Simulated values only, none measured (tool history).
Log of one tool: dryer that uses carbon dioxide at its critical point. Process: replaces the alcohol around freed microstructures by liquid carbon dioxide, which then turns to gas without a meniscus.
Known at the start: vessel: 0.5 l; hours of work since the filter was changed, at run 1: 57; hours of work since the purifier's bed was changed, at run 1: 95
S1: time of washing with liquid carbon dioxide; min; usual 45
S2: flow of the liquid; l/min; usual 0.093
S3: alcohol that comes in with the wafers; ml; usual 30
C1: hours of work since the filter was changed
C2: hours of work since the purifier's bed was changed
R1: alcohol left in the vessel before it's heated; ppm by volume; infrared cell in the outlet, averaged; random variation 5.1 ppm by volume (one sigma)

run,day,S1,S2,S3,C1,C2,R1
1,0,45,0.093,30,57,95,116
2,1.642,45,0.093,30,81,119,122
3,3.462,53,0.093,30,108,145,84
4,5.196,53,0.093,30,133,171,90
5,6.596,53,0.093,90,154,191,147
6,8.467,33,0.093,30,181,219,601
7,10.517,45,0.093,30,211,248,189
8,11.771,45,0.093,30,229,267,194
9,13.492,45,0.093,30,254,292,199
10,15.229,45,0.093,30,280,317,224
11,16.496,45,0.093,30,298,336,228
12,18.154,45,0.093,30,322,360,240
13,19.321,50,0.093,30,339,377,199
14,20.975,45,0.093,30,364,401,264
15,23.058,45,0.093,30,394,432,276
# day 23.267: inlet filter changed
16,25.267,45,0.093,30,29,463,252
17,26.592,45,0.093,30,49,483,254
18,28.038,45,0.093,30,70,504,261
19,29.108,45,0.093,30,85,520,268
20,30.892,45,0.111,30,111,546,235
21,31.883,45,0.111,30,126,560,223
22,34.125,45,0.093,30,159,593,320
23,35.392,45,0.093,30,177,611,308
24,37.062,45,0.0765,30,202,636,529
25,38.062,50,0.0841,29,216,650,325
26,40.004,27,0.0935,46,244,679,2168
27,41.629,27,0.0935,46,268,702,2144
28,43.471,27,0.0935,46,295,729,2204
29,44.675,32,0.1018,36,313,747,764
30,46.467,60,0.0753,107,339,773,512
# day 46.992: purifier's bed changed
31,48.708,27,0.0753,107,370,25,10021
# day 50.508: inlet filter changed
32,50.683,30,0.093,32,3,53,773
33,52.875,38,0.1024,32,35,85,170
34,54.371,45,0.1387,102,56,107,65
35,56.033,46,0.1093,42,81,132,84
36,57.083,35,0.1303,22,96,147,85
37,58.821,35,0.093,87,121,172,1099
38,60.083,35,0.093,87,140,191,1154
39,61.771,31,0.0807,66,165,215,2740
40,63.654,31,0.0807,66,192,243,2755
41,64.825,31,0.0807,66,209,260,2809
42,65.938,45,0.066,24,225,276,616
43,68.1,45,0.1337,63,257,308,117
44,69.646,45,0.0762,100,280,330,1151
45,71.146,45,0.0762,100,301,352,1201
46,72.688,30,0.0737,110,324,375,8019
47,74.788,47,0.0757,79,355,405,889

How the hidden state differs across the entries between the runs, from the last listed run before each to the first after it:
Between runs 15 and 16: inlet filter changed (day 23.267)
  flow that reaches the vessel past the clogged filter, %: 93.9 -> 99.3; alcohol in the recycled carbon dioxide, ppm: 160.6 -> 170.9
  measured less the result without the state, R1: +191 -> +170 ppm by volume
Between runs 30 and 31: purifier's bed changed (day 46.992)
  flow that reaches the vessel past the clogged filter, %: 94.9 -> 94.4; alcohol in the recycled carbon dioxide, ppm: 281.3 -> 15.5
  measured less the result without the state, R1: +347 -> +1662 ppm by volume
Between runs 31 and 32: inlet filter changed (day 50.508)
  flow that reaches the vessel past the clogged filter, %: 94.4 -> 99.9; alcohol in the recycled carbon dioxide, ppm: 15.5 -> 25.6
  measured less the result without the state, R1: +1662 -> +24 ppm by volume
